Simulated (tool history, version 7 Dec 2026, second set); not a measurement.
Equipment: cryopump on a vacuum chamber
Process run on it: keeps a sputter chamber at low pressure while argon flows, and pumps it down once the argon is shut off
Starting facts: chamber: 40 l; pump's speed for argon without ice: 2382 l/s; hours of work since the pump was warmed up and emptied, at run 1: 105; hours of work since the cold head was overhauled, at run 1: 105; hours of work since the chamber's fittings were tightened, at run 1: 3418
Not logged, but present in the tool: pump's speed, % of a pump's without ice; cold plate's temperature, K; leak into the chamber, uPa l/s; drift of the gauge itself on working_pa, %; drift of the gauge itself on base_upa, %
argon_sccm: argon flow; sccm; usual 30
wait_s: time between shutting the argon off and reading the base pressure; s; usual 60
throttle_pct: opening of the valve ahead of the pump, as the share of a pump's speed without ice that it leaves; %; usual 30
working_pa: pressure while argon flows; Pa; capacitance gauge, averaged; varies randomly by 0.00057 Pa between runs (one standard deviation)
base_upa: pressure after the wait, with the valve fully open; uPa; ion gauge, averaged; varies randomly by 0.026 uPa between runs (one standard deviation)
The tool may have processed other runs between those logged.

| run | hour | argon_sccm | wait_s | throttle_pct | hours of work since the pump was warmed up and emptied | hours of work since the cold head was overhauled | hours of work since the chamber's fittings were tightened | working_pa | base_upa |
|---|---|---|---|---|---|---|---|---|---|
| 1 | 0 | 30 | 60 | 30 | 105 | 105 | 3418 | 0.0723 | 2.87 |
| 2 | 15.4 | 30 | 59 | 30 | 115 | 115 | 3427 | 0.0716 | 2.79 |
| 3 | 24.9 | 30 | 59 | 30 | 120 | 120 | 3433 | 0.0725 | 2.82 |
| 4 | 41.2 | 30 | 59 | 30 | 130 | 130 | 3443 | 0.0724 | 2.86 |
| 5 | 50.4 | 30 | 60 | 30 | 136 | 136 | 3448 | 0.0731 | 2.85 |
| 6 | 58 | 30 | 60 | 30 | 140 | 140 | 3453 | 0.0722 | 2.84 |
| 7 | 75.2 | 30 | 60 | 30 | 151 | 151 | 3463 | 0.0725 | 2.84 |
| 8 | 93.4 | 30 | 216 | 30 | 162 | 162 | 3474 | 0.0717 | 2.15 |
| 9 | 109 | 30 | 216 | 30 | 171 | 171 | 3484 | 0.0738 | 2.21 |
| 10 | 124.8 | 30 | 216 | 30 | 181 | 181 | 3493 | 0.0732 | 2.12 |
| 11 | 136.2 | 30 | 216 | 30 | 188 | 188 | 3500 | 0.0715 | 2.19 |
| 12 | 144.1 | 30 | 60 | 30 | 192 | 192 | 3505 | 0.0736 | 2.99 |
| 13 | 156.4 | 30 | 60 | 30 | 200 | 200 | 3512 | 0.0725 | 2.96 |
| 14 | 165 | 17 | 60 | 30 | 205 | 205 | 3518 | 0.0411 | 2.92 |
|  | 172.9 | leaking fittings of the chamber tightened, without venting |
| 15 | 178 | 17 | 60 | 30 | 212 | 212 | 3 | 0.0417 | 1.17 |
| 16 | 187.4 | 17 | 55 | 30 | 217 | 217 | 9 | 0.0428 | 1.24 |
| 17 | 200.3 | 20 | 60 | 30 | 225 | 225 | 17 | 0.0497 | 1.14 |
| 18 | 216 | 48 | 107 | 31 | 235 | 235 | 26 | 0.1152 | 0.74 |
| 19 | 234.7 | 53 | 22 | 23 | 246 | 246 | 37 | 0.1693 | 2.93 |
| 20 | 249.6 | 53 | 22 | 23 | 255 | 255 | 46 | 0.1683 | 2.97 |
| 21 | 259.4 | 40 | 27 | 23 | 261 | 261 | 52 | 0.1284 | 2.5 |
| 22 | 271.8 | 30 | 20 | 16 | 268 | 268 | 60 | 0.1357 | 3.25 |
| 23 | 281.5 | 30 | 60 | 41 | 274 | 274 | 66 | 0.055 | 1.24 |
| 24 | 298.9 | 30 | 24 | 17 | 285 | 285 | 76 | 0.128 | 2.77 |
| 25 | 306.6 | 30 | 24 | 17 | 289 | 289 | 81 | 0.1286 | 2.82 |
| 26 | 321.4 | 60 | 192 | 28 | 298 | 298 | 90 | 0.1594 | 0.52 |
| 27 | 329.7 | 60 | 192 | 28 | 303 | 303 | 95 | 0.1611 | 0.51 |
| 28 | 340.1 | 26 | 223 | 28 | 310 | 310 | 101 | 0.0689 | 0.47 |
| 29 | 350.9 | 26 | 223 | 27 | 316 | 316 | 108 | 0.0719 | 0.52 |
| 30 | 362.9 | 26 | 223 | 27 | 323 | 323 | 115 | 0.071 | 0.51 |
| 31 | 380.5 | 19 | 223 | 57 | 334 | 334 | 125 | 0.0256 | 0.54 |
| 32 | 390.9 | 38 | 32 | 51 | 340 | 340 | 132 | 0.0584 | 2.08 |
| 33 | 398.5 | 32 | 24 | 28 | 345 | 345 | 136 | 0.0861 | 2.71 |
| 34 | 415.5 | 31 | 190 | 15 | 355 | 355 | 147 | 0.1506 | 0.53 |

Here are 3 independent what-if runs from the current tool condition. What would each one return?
| A | 433.5 | 30 | 34 | 30 | 366 | 366 | 158 | ? | ? |
| B | 433.5 | 45 | 46 | 17 | 366 | 366 | 158 | ? | ? |
| C | 433.5 | 30 | 102 | 36 | 366 | 366 | 158 | ? | ? |

| run | working_pa | base_upa |
|---|---|---|
| A | 0.076 | 2.07 |
| B | 0.1948 | 1.55 |
| C | 0.0628 | 0.84 |
With no hidden state in the tool, these same runs would have given:
| run | working_pa | base_upa |
|---|---|---|
| A | 0.0713 | 1.95 |
| B | 0.1878 | 1.43 |
| C | 0.0582 | 0.72 |
